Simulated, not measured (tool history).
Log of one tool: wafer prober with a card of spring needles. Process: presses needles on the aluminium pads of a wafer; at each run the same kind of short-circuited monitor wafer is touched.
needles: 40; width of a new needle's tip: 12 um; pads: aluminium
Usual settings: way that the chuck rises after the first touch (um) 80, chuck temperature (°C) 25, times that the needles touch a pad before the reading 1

run	hour	way that the chuck rises after the first touch (um)	chuck temperature (°C)	times that the needles touch a pad before the reading	resistance of one needle with its contact and lead (mohm)	way that a needle slides on the pad (um)
1	0.0	80	25	1	186	17.02
# hour 21.4: tips cleaned on abrasive film
2	27.0	80	25	1	223	17.01
# hour 42.9: tips cleaned on abrasive film
# hour 65.8: tips cleaned on abrasive film
3	83.7	80	25	1	246	17.04
# hour 87.1: tips cleaned on abrasive film
# hour 109.1: tips cleaned on abrasive film
4	111.5	80	25	1	200	16.96
# hour 129.0: tips cleaned on abrasive film
# hour 151.6: tips cleaned on abrasive film
5	162.5	80	25	1	245	17.03
# hour 171.4: tips cleaned on abrasive film
# hour 192.4: tips cleaned on abrasive film
6	197.8	80	25	1	215	16.90
# hour 216.0: tips cleaned on abrasive film
# hour 236.8: tips cleaned on abrasive film
7	239.4	80	25	1	213	16.93
# hour 260.5: tips cleaned on abrasive film
# hour 280.8: tips cleaned on abrasive film
8	287.0	80	25	1	229	16.87
# hour 303.3: tips cleaned on abrasive film
# hour 323.9: tips cleaned on abrasive film
9	323.9	80	25	1	183	16.91
# hour 343.5: tips cleaned on abrasive film
# hour 365.4: tips cleaned on abrasive film
10	368.3	63	25	1	230	13.23
# hour 387.3: tips cleaned on abrasive film
# hour 411.2: tips cleaned on abrasive film
# hour 411.5: height of the first contact set anew
11	426.6	61	29	1	304	12.65
# hour 431.5: tips cleaned on abrasive film
# hour 452.7: tips cleaned on abrasive film
# hour 473.4: tips cleaned on abrasive film
12	481.2	77	29	3	206	16.07
# hour 493.8: tips cleaned on abrasive film
# hour 516.3: tips cleaned on abrasive film
# hour 537.0: tips cleaned on abrasive film
13	537.0	88	77	2	194	18.32
# hour 559.8: tips cleaned on abrasive film
# hour 580.0: tips cleaned on abrasive film
14	593.0	80	82	1	257	16.63
# hour 599.9: tips cleaned on abrasive film
# hour 623.6: tips cleaned on abrasive film
# hour 646.1: tips cleaned on abrasive film
15	653.8	80	82	1	246	16.57
# hour 666.9: tips cleaned on abrasive film
# hour 687.7: tips cleaned on abrasive film
# hour 708.8: tips cleaned on abrasive film
16	712.8	80	32	1	223	16.58
# hour 725.7: height of the first contact set anew, once more
# hour 728.9: tips cleaned on abrasive film
# hour 750.5: tips cleaned on abrasive film
17	750.5	80	32	1	191	17.14

Measured less the same run without the tool's hidden state. The same run-to-run variation is in both; the gauge's scatter may not be:
The hidden state here: debris on the tips, nm; way that the needles fall short of the set height, um; tips' diameter, um; drift of the gauge itself on contact_mohm, %; drift of the gauge itself on scrub_um, %.
run	resistance of one needle with its contact and lead (mohm)	way that a needle slides on the pad (um)
1	+6	-0.08
2	+42	-0.09
3	+71	-0.12
4	+23	-0.15
5	+64	-0.16
6	+40	-0.19
7	+31	-0.21
8	+49	-0.23
9	+7	-0.25
10	+46	-0.27
11	+120	-0.39
12	+22	-0.42
13	+5	-0.46
14	+65	-0.48
15	+55	-0.52
16	+40	-0.55
17	+8	-0.02

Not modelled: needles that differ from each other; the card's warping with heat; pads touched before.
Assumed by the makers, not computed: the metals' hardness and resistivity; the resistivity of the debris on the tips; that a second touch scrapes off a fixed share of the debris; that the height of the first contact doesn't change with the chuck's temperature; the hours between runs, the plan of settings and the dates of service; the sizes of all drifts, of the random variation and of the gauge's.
